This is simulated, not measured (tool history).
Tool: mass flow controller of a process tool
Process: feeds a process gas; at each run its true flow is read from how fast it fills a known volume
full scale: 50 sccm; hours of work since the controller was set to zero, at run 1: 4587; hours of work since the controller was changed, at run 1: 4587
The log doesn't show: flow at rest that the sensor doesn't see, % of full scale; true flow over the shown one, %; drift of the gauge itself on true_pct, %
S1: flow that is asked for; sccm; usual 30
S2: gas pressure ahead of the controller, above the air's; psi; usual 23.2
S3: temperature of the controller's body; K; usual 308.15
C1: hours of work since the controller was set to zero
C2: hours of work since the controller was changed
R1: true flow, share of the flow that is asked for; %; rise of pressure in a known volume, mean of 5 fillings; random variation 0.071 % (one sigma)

run 1 hour=0.0 | S1=30 S2=23.2 S3=308.15 | C1=4587 C2=4587 | R1=99.82
run 2 hour=339.3 | S1=30 S2=23.2 S3=308.15 | C1=4823 C2=4823 | R1=99.90
run 3 hour=637.0 | S1=30 S2=23.2 S3=308.15 | C1=5030 C2=5030 | R1=99.76
run 4 hour=937.6 | S1=30 S2=23.2 S3=308.15 | C1=5240 C2=5240 | R1=99.55
run 5 hour=1313.1 | S1=30 S2=23.2 S3=308.15 | C1=5501 C2=5501 | R1=99.75
run 6 hour=1635.6 | S1=30 S2=23.2 S3=308.15 | C1=5726 C2=5726 | R1=99.51
run 7 hour=1901.1 | S1=30 S2=23.2 S3=296.15 | C1=5911 C2=5911 | R1=98.51
run 8 hour=2308.8 | S1=30 S2=23.2 S3=296.15 | C1=6195 C2=6195 | R1=98.27
run 9 hour=2684.4 | S1=14 S2=33.9 S3=312.15 | C1=6456 C2=6456 | R1=99.58
-- hour=2816.6 controller exchanged for a calibrated one
run 10 hour=2967.8 | S1=14 S2=33.9 S3=312.15 | C1=105 C2=105 | R1=99.64
run 11 hour=3195.3 | S1=47 S2=30.2 S3=308.15 | C1=264 C2=264 | R1=100.09
run 12 hour=3378.5 | S1=47 S2=30.2 S3=308.15 | C1=391 C2=391 | R1=100.28
run 13 hour=3599.9 | S1=7 S2=27.0 S3=303.15 | C1=545 C2=545 | R1=98.04
run 14 hour=3878.6 | S1=49 S2=26.3 S3=310.15 | C1=740 C2=740 | R1=100.08
run 15 hour=4108.7 | S1=30 S2=23.2 S3=308.15 | C1=900 C2=900 | R1=98.95
run 16 hour=4436.1 | S1=13 S2=29.3 S3=308.15 | C1=1128 C2=1128 | R1=98.64

The same runs without the tool's hidden state, with the same run-to-run variation:
run=1 R1=99.84
run=2 R1=99.99
run=3 R1=99.91
run=4 R1=99.77
run=5 R1=100.04
run=6 R1=99.87
run=7 R1=98.92
run=8 R1=98.77
run=9 R1=100.17
run=10 R1=100.27
run=11 R1=100.76
run=12 R1=100.99
run=13 R1=98.79
run=14 R1=100.90
run=15 R1=99.81
run=16 R1=99.57
